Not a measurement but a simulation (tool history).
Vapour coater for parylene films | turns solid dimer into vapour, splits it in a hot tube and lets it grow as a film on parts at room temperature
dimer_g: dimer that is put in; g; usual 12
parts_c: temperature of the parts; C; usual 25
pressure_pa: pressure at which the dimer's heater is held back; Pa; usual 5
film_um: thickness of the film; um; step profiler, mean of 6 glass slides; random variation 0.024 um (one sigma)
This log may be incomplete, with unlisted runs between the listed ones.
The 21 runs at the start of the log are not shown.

| run | day | dimer_g | parts_c | pressure_pa | hours of work since the trap's valve was overhauled | hours of work since the table's thermometer was calibrated | film_um |
|---|---|---|---|---|---|---|---|
| 22 | 9.808 | 21 | 25 | 5 | 49 | 187 | 4.48 |
| 23 | 10.233 | 21 | 25 | 5 | 54 | 192 | 4.48 |
| 24 | 10.712 | 21 | 25 | 5 | 60 | 198 | 4.51 |
| 25 | 11.138 | 9 | 25 | 6.68 | 65 | 203 | 1.82 |
| 26 | 11.521 | 12 | 19 | 5 | 70 | 208 | 2.84 |
| 27 | 12.092 | 18 | 25 | 8.91 | 77 | 215 | 3.41 |
| 28 | 12.825 | 12 | 24 | 3.09 | 86 | 224 | 2.89 |
| 29 | 13.362 | 6 | 25 | 5 | 92 | 230 | 1.3 |
| 30 | 13.921 | 6 | 25 | 5 | 99 | 237 | 1.28 |
| 31 | 14.358 | 21 | 28 | 5 | 104 | 242 | 4.25 |
| 32 | 14.738 | 21 | 28 | 5 | 109 | 247 | 4.21 |
| 33 | 15.046 | 14 | 24 | 6.67 | 113 | 250 | 2.86 |
| 34 | 15.567 | 14 | 24 | 6.67 | 119 | 257 | 2.85 |
| 35 | 16.158 | 10 | 27 | 4.99 | 126 | 264 | 2.04 |
| 36 | 16.6 | 12 | 35 | 2.31 | 131 | 269 | 2.51 |
| 37 | 16.996 | 15 | 32 | 5.97 | 136 | 274 | 2.75 |
| 38 | 17.638 | 15 | 32 | 5.97 | 144 | 282 | 2.72 |
| 39 | 18.279 | 15 | 32 | 4.23 | 152 | 289 | 2.94 |

Run 40, settings as shown, results not yet in. Your forecast:
| 40 | 18.638 | 9 | 35 | 5 | 156 | 294 | ? |

{"run 40": {"film_um": 1.6}}
Had the tool carried no hidden state, the very same run would have given film_um 1.6 um.
